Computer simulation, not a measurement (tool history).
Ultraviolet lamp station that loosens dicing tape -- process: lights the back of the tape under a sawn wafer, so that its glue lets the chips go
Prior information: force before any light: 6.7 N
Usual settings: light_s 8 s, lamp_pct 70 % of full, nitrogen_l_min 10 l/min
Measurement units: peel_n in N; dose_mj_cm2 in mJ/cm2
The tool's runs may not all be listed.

run 1 day=0.000 | light_s=8 lamp_pct=70 nitrogen_l_min=10 | peel_n=0.926 dose_mj_cm2=233
run 2 day=1.162 | light_s=8 lamp_pct=81 nitrogen_l_min=10 | peel_n=0.708 dose_mj_cm2=268
run 3 day=2.092 | light_s=8 lamp_pct=81 nitrogen_l_min=10 | peel_n=0.748 dose_mj_cm2=268
run 4 day=3.008 | light_s=8 lamp_pct=81 nitrogen_l_min=10 | peel_n=0.775 dose_mj_cm2=258
run 5 day=3.746 | light_s=8 lamp_pct=72 nitrogen_l_min=10 | peel_n=0.955 dose_mj_cm2=234
run 6 day=4.825 | light_s=8 lamp_pct=72 nitrogen_l_min=10 | peel_n=0.932 dose_mj_cm2=230
run 7 day=5.733 | light_s=8 lamp_pct=65 nitrogen_l_min=10 | peel_n=1.168 dose_mj_cm2=202
run 8 day=6.250 | light_s=8 lamp_pct=70 nitrogen_l_min=5 | peel_n=1.441 dose_mj_cm2=221
run 9 day=7.221 | light_s=8 lamp_pct=70 nitrogen_l_min=10 | peel_n=1.127 dose_mj_cm2=213
run 10 day=7.746 | light_s=8 lamp_pct=70 nitrogen_l_min=10 | peel_n=1.128 dose_mj_cm2=218
run 11 day=8.979 | light_s=8 lamp_pct=70 nitrogen_l_min=10 | peel_n=1.119 dose_mj_cm2=213
run 12 day=9.638 | light_s=8 lamp_pct=70 nitrogen_l_min=10 | peel_n=1.094 dose_mj_cm2=210
run 13 day=10.467 | light_s=5 lamp_pct=70 nitrogen_l_min=10 | peel_n=2.228 dose_mj_cm2=131
run 14 day=11.088 | light_s=5 lamp_pct=70 nitrogen_l_min=10 | peel_n=2.216 dose_mj_cm2=128
run 15 day=11.733 | light_s=5 lamp_pct=70 nitrogen_l_min=10 | peel_n=2.281 dose_mj_cm2=126
run 16 day=12.250 | light_s=5 lamp_pct=70 nitrogen_l_min=10 | peel_n=2.292 dose_mj_cm2=123
run 17 day=13.388 | light_s=5 lamp_pct=70 nitrogen_l_min=10 | peel_n=2.355 dose_mj_cm2=127
run 18 day=14.304 | light_s=8 lamp_pct=81 nitrogen_l_min=10 | peel_n=1.013 dose_mj_cm2=229
run 19 day=14.862 | light_s=8 lamp_pct=81 nitrogen_l_min=10 | peel_n=0.988 dose_mj_cm2=230
run 20 day=15.512 | light_s=8 lamp_pct=70 nitrogen_l_min=10 | peel_n=1.303 dose_mj_cm2=194
run 21 day=16.700 | light_s=8 lamp_pct=70 nitrogen_l_min=10 | peel_n=1.284 dose_mj_cm2=193
run 22 day=17.317 | light_s=8 lamp_pct=72 nitrogen_l_min=4 | peel_n=1.821 dose_mj_cm2=198
-- day=17.762 window cleaned of glue's vapour
run 23 day=18.212 | light_s=8 lamp_pct=72 nitrogen_l_min=4 | peel_n=1.520 dose_mj_cm2=225
run 24 day=19.100 | light_s=14 lamp_pct=99 nitrogen_l_min=10 | peel_n=0.224 dose_mj_cm2=542
run 25 day=20.121 | light_s=12 lamp_pct=67 nitrogen_l_min=3 | peel_n=1.092 dose_mj_cm2=315
run 26 day=21.000 | light_s=7 lamp_pct=99 nitrogen_l_min=3 | peel_n=1.395 dose_mj_cm2=271
run 27 day=21.992 | light_s=8 lamp_pct=70 nitrogen_l_min=4 | peel_n=1.705 dose_mj_cm2=212
run 28 day=22.512 | light_s=4 lamp_pct=93 nitrogen_l_min=7 | peel_n=2.310 dose_mj_cm2=140
run 29 day=23.629 | light_s=4 lamp_pct=93 nitrogen_l_min=7 | peel_n=2.281 dose_mj_cm2=138
run 30 day=24.467 | light_s=4 lamp_pct=93 nitrogen_l_min=7 | peel_n=2.286 dose_mj_cm2=137
run 31 day=25.667 | light_s=8 lamp_pct=71 nitrogen_l_min=10 | peel_n=1.140 dose_mj_cm2=204

What will run 32 give?
run 32 day=26.379 | light_s=4 lamp_pct=81 nitrogen_l_min=10 | peel_n=? dose_mj_cm2=?

Run 32 measured peel_n 2.443 N, dose_mj_cm2 118 mJ/cm2.
Minus the tool's unlogged condition, the same run would have read peel_n 1.585 N, dose_mj_cm2 170 mJ/cm2.
